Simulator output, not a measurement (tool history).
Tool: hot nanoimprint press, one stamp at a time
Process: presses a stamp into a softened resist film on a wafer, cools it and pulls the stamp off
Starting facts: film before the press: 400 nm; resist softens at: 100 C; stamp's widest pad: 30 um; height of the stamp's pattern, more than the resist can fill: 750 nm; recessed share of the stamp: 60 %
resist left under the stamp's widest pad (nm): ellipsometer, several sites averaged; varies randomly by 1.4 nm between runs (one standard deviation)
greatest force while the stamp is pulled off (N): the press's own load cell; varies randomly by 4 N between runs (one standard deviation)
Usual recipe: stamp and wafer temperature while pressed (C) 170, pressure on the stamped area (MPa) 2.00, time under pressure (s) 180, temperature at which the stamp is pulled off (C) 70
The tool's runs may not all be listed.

run	hour	stamp and wafer temperature while pressed (C)	pressure on the stamped area (MPa)	time under pressure (s)	temperature at which the stamp is pulled off (C)	resist left under the stamp's widest pad (nm)	greatest force while the stamp is pulled off (N)
1	0.0	170	2.00	180	70	209.3	192
2	20.6	170	2.00	180	70	213.6	194
3	30.9	170	2.00	180	70	212.4	190
4	46.4	170	2.00	180	70	216.0	199
5	57.6	170	2.00	180	70	212.2	190
6	73.2	170	2.00	180	70	213.2	198
7	84.3	170	2.00	180	70	212.5	204
8	103.7	170	2.00	180	70	215.5	197
9	118.7	170	2.00	180	70	212.4	190
10	132.8	170	2.00	96	70	261.9	192
11	154.6	170	2.00	96	70	260.6	185
12	172.0	170	2.00	337	70	167.8	200
13	186.7	170	2.00	337	70	167.0	191
14	205.7	170	2.00	337	70	168.2	199
# hour 214.9: stamp cleaned and given a new release coat
15	221.9	170	2.00	180	70	215.6	188
16	236.2	176	2.66	190	58	135.7	243
17	250.1	176	2.66	190	58	136.8	253
# hour 258.3: plate thermocouple calibrated
18	268.3	170	1.73	180	64	226.7	223
19	279.8	180	2.00	204	61	119.2	230
20	295.1	170	1.21	180	67	255.7	213
21	316.8	170	1.21	287	67	219.7	207
22	330.0	170	2.33	153	70	215.0	195
23	341.5	163	2.27	162	73	286.9	179
24	362.7	170	2.73	180	70	189.1	198

What will run 25 give?
25	380.3	178	2.00	180	70	?	?

resist left under the stamp's widest pad (nm): 140.2
greatest force while the stamp is pulled off (N): 195
If the tool had no hidden condition, the same run with the same run-to-run variation would have returned resist left under the stamp's widest pad (nm) 140.1, greatest force while the stamp is pulled off (N) 194.
